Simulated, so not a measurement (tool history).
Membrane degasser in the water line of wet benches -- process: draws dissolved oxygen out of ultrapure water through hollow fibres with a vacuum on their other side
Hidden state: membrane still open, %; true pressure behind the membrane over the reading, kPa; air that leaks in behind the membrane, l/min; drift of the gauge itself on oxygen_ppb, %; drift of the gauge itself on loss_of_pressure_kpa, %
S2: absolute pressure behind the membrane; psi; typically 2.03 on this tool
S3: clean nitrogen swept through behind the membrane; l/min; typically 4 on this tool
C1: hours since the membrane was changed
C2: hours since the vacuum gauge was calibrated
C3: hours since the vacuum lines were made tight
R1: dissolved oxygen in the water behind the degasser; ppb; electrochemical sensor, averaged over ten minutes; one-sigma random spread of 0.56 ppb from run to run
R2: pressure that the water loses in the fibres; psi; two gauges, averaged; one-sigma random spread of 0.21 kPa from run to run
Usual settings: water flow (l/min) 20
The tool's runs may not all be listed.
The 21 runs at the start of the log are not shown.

{"run": 22, "hour": 1120.9, "water flow (l/min)": 23, "S2": 2.03, "S3": 4, "C1": 1980, "C2": 3389, "C3": 10604, "R1": 154.1, "R2": 7.942}
{"run": 23, "hour": 1189.6, "water flow (l/min)": 20, "S2": 3.97, "S3": 5.3, "C1": 2049, "C2": 3458, "C3": 10673, "R1": 222, "R2": 6.952}
{"run": 24, "hour": 1230.2, "water flow (l/min)": 30, "S2": 4.12, "S3": 5.79, "C1": 2089, "C2": 3499, "C3": 10713, "R1": 329, "R2": 10.357}
{"run": 25, "hour": 1283.4, "water flow (l/min)": 14, "S2": 4.1, "S3": 3.01, "C1": 2142, "C2": 3552, "C3": 10766, "R1": 275.2, "R2": 4.786}
{"run": 26, "hour": 1329.0, "water flow (l/min)": 22, "S2": 4, "S3": 9.25, "C1": 2188, "C2": 3597, "C3": 10812, "R1": 146.3, "R2": 7.606}
{"run": 27, "hour": 1376.0, "water flow (l/min)": 20, "S2": 1.52, "S3": 8.1, "C1": 2235, "C2": 3644, "C3": 10859, "R1": 46.9, "R2": 6.912}
{"run": 28, "hour": 1437.1, "water flow (l/min)": 20, "S2": 2.03, "S3": 4.22, "C1": 2296, "C2": 3705, "C3": 10920, "R1": 124.9, "R2": 6.897}
{"run": 29, "hour": 1510.5, "water flow (l/min)": 32, "S2": 2.03, "S3": 9.33, "C1": 2370, "C2": 3779, "C3": 10994, "R1": 125.9, "R2": 11.045}
{"run": 30, "hour": 1555.3, "water flow (l/min)": 20, "S2": 1.54, "S3": 4, "C1": 2414, "C2": 3824, "C3": 11038, "R1": 91.3, "R2": 6.908}
{"run": 31, "hour": 1606.2, "water flow (l/min)": 20, "S2": 1.54, "S3": 4, "C1": 2465, "C2": 3875, "C3": 11089, "R1": 92, "R2": 6.898}
{"run": 32, "hour": 1640.8, "water flow (l/min)": 20, "S2": 2.55, "S3": 4, "C1": 2500, "C2": 3909, "C3": 11124, "R1": 174.9, "R2": 6.914}

Forecast each of these 4 alternatives for the next run:
{"run": "A", "hour": 1712.7, "water flow (l/min)": 20, "S2": 2.55, "S3": 4, "C1": 2572, "C2": 3981, "C3": 11196, "R1": "?", "R2": "?"}
{"run": "B", "hour": 1712.7, "water flow (l/min)": 20, "S2": 4.24, "S3": 4, "C1": 2572, "C2": 3981, "C3": 11196, "R1": "?", "R2": "?"}
{"run": "C", "hour": 1712.7, "water flow (l/min)": 20, "S2": 2.03, "S3": 4.82, "C1": 2572, "C2": 3981, "C3": 11196, "R1": "?", "R2": "?"}
{"run": "D", "hour": 1712.7, "water flow (l/min)": 32, "S2": 2.23, "S3": 5.41, "C1": 2572, "C2": 3981, "C3": 11196, "R1": "?", "R2": "?"}

run=A R1=174.5 R2=6.897
run=B R1=308.8 R2=6.886
run=C R1=110.7 R2=6.847
run=D R1=205.6 R2=11.024
Stripped of hidden state, with their random variation kept, the same runs would have yielded:
run=A R1=174.4 R2=6.895
run=B R1=308.6 R2=6.885
run=C R1=110.6 R2=6.846
run=D R1=205.5 R2=11.021
